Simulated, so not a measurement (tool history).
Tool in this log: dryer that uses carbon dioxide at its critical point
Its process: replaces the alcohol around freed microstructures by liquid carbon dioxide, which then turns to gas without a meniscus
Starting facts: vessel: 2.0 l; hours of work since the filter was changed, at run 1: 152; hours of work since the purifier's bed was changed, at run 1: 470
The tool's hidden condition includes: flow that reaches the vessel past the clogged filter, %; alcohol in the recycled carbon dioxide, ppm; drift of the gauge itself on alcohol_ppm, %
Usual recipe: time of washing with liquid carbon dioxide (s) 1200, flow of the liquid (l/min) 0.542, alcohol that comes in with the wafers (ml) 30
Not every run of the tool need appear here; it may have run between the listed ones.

run,hour,time of washing with liquid carbon dioxide (s),flow of the liquid (l/min),alcohol that comes in with the wafers (ml),hours of work since the filter was changed,hours of work since the purifier's bed was changed,alcohol left in the vessel before it's heated (ppm by volume)
1,0,1200,0.542,30,152,470,219
2,25,1200,0.542,30,167,485,230
3,54.7,1200,0.542,30,185,502,230
4,83,1200,0.542,30,202,519,254
5,114.6,1200,0.542,30,220,538,260
# hour 137.2: inlet filter changed
6,146.1,1200,0.542,30,5,556,176
7,166.2,1200,0.542,30,17,568,189
8,197.3,1200,0.542,30,36,586,197
9,219.6,1200,0.542,30,49,600,194
10,238.3,1200,0.423,30,60,611,464
# hour 266.7: purifier's bed changed
11,266.8,1200,0.423,23,75,0,310
12,283.4,1200,0.542,30,85,10,133
13,308.8,1200,0.542,30,100,25,150
14,325.2,1200,0.542,30,110,35,162
15,340,1200,0.542,30,119,43,156
16,356.7,1200,0.542,30,128,53,155
17,383.5,1200,0.876,30,144,69,29
18,401.6,1200,0.542,31,155,80,187
19,427.9,1200,0.542,31,171,96,194
20,458.8,1200,0.542,30,189,114,213
21,484.6,1200,0.542,30,204,129,225
22,502.5,1200,0.542,30,215,140,219
23,528.5,1200,0.542,30,230,155,234
# hour 533.7: inlet filter changed
24,552.2,1200,0.542,30,11,169,134
25,585.3,1200,0.542,30,31,188,145
26,609.1,1200,0.542,30,45,203,153
27,630,1200,0.542,30,57,215,155
28,643.9,1140,0.618,38,65,223,133
29,659.9,780,0.814,29,75,233,155
30,681.2,840,0.542,30,87,245,579
31,713,780,0.473,62,106,264,2352
32,730,1200,0.542,27,116,274,175
33,746.6,1200,0.542,27,126,284,182
34,760.7,720,0.728,65,135,292,823
35,792.9,720,0.728,65,154,312,825
36,813.2,840,0.547,77,166,324,1690
37,845.2,1200,0.733,43,185,343,96
38,871,1200,0.733,43,200,358,105
39,895.4,900,0.733,43,215,372,284
40,922.1,1020,0.612,31,230,388,281
# hour 927.3: inlet filter changed
41,942.8,780,0.542,30,9,400,660
42,967.2,780,0.542,30,24,414,671
43,981.8,780,0.542,30,32,423,690
44,1005.9,780,0.542,41,47,437,946
45,1031,780,0.542,41,62,452,969
46,1049,780,0.542,41,72,463,987

How would selected steps in alcohol left in the vessel before it's heated (ppm by volume) from run to run divide? Give the signed amount a tool lacking its hidden state would still show from settings, what came in and random variation, and the signed amount left for the hidden state, including any gauge scatter that is not in both of the compared results.
Run 30 -> 31: time of washing with liquid carbon dioxide (s) 840 -> 780, flow of the liquid (l/min) 0.542 -> 0.473, alcohol that comes in with the wafers (ml) 30 -> 62. alcohol left in the vessel before it's heated (ppm by volume) +1773: hidden state +317, all else +1456.
Run 31 -> 32: time of washing with liquid carbon dioxide (s) 780 -> 1200, flow of the liquid (l/min) 0.473 -> 0.542, alcohol that comes in with the wafers (ml) 62 -> 27. alcohol left in the vessel before it's heated (ppm by volume) -2177: hidden state -374, all else -1803.
Run 36 -> 37: time of washing with liquid carbon dioxide (s) 840 -> 1200, flow of the liquid (l/min) 0.547 -> 0.733, alcohol that comes in with the wafers (ml) 77 -> 43. alcohol left in the vessel before it's heated (ppm by volume) -1594: hidden state -483, all else -1111.
